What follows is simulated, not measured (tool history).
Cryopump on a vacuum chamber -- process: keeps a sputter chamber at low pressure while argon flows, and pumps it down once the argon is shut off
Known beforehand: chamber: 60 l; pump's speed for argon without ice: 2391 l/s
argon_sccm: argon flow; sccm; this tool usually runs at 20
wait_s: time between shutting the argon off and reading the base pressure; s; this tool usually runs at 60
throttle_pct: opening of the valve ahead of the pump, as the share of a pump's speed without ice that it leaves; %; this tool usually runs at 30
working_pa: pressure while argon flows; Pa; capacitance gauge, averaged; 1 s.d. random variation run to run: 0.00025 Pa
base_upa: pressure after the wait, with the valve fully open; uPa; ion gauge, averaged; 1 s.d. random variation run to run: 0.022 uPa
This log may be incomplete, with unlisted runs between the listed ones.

run	hour	argon_sccm	wait_s	throttle_pct	working_pa	base_upa
1	0.0	20	60	30	0.0494	0.98
2	31.9	20	60	30	0.0498	1.05
3	46.6	20	60	30	0.0500	0.98
4	70.5	20	60	30	0.0500	1.00
5	87.4	20	60	30	0.0502	1.02
6	119.7	20	60	30	0.0505	1.04
7	146.1	20	60	30	0.0506	1.07
8	178.0	20	60	30	0.0505	1.09
9	206.1	20	60	30	0.0506	1.10
10	239.0	20	30	30	0.0511	1.59
# hour 255.6: pump warmed up, emptied and cooled again
11	263.6	20	88	30	0.0472	0.84
12	281.4	20	60	31	0.0459	0.99
13	304.4	20	60	31	0.0458	1.00
14	333.7	20	60	32	0.0446	1.04
15	349.1	20	60	37	0.0385	1.06
16	382.1	33	60	37	0.0646	1.07
17	407.1	11	20	30	0.0261	2.04
18	437.0	20	51	35	0.0411	1.17
19	457.8	20	51	35	0.0412	1.21
20	476.2	20	79	17	0.0843	1.02

Expected results for the next run?
21	493.4	40	249	17	?	?

{"run 21": {"working_pa": 0.1693, "base_upa": 0.77}}
Take away the tool's hidden state, keep the run-to-run variation as it was, and the same run would have given working_pa 0.1666 Pa, base_upa 0.24 uPa.
